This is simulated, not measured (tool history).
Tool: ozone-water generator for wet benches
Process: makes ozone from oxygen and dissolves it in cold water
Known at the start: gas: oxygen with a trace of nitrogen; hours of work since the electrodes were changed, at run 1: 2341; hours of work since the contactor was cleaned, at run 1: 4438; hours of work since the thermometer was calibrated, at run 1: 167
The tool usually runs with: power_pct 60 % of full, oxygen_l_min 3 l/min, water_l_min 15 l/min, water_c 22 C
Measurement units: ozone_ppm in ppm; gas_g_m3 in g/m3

run,hour,power_pct,oxygen_l_min,water_l_min,water_c,hours of work since the electrodes were changed,hours of work since the contactor was cleaned,hours of work since the thermometer was calibrated,ozone_ppm,gas_g_m3
1,0,60,3,15,22,2341,4438,167,13.2,134.8
2,44.4,60,3,15,22,2385,4483,211,13.2,136.6
3,114.7,60,4.75,15,22,2455,4553,281,13.7,112.7
4,182.5,60,3,15,22,2523,4620,349,12.9,135.5
5,224.7,60,3,15,22,2565,4662,391,13,134.5
6,282.4,60,3.66,15,22,2622,4719,448,13.2,124.7
7,353.6,60,3.66,15,22,2693,4790,519,13.4,125.3
8,405.5,70,3.66,15,22,2745,4842,571,15.5,143.4
9,469.6,60,3,15,22,2808,4906,634,13.3,135.9
10,504.8,60,4.52,15,22,2843,4941,669,13.7,112.4
11,545.3,60,3,15,15,2884,4981,710,14.3,134.3
12,594.6,45,2.2,11,16,2933,5030,759,13.1,118.2
13,670.7,44,1.69,13,22,3008,5106,835,9.8,128.5
14,742.8,60,4.96,22,22,3080,5178,906,10.4,109.4

Run 15 comes next. What will it give?
15,784.5,60,4.96,22,22,3122,5219,948,?,?

ozone_ppm: 10.6 ppm
gas_g_m3: 107.7 g/m3
On a tool with no hidden condition, and with the same random variation, this run would have come out at ozone_ppm 10.6 ppm, gas_g_m3 107.7 g/m3.

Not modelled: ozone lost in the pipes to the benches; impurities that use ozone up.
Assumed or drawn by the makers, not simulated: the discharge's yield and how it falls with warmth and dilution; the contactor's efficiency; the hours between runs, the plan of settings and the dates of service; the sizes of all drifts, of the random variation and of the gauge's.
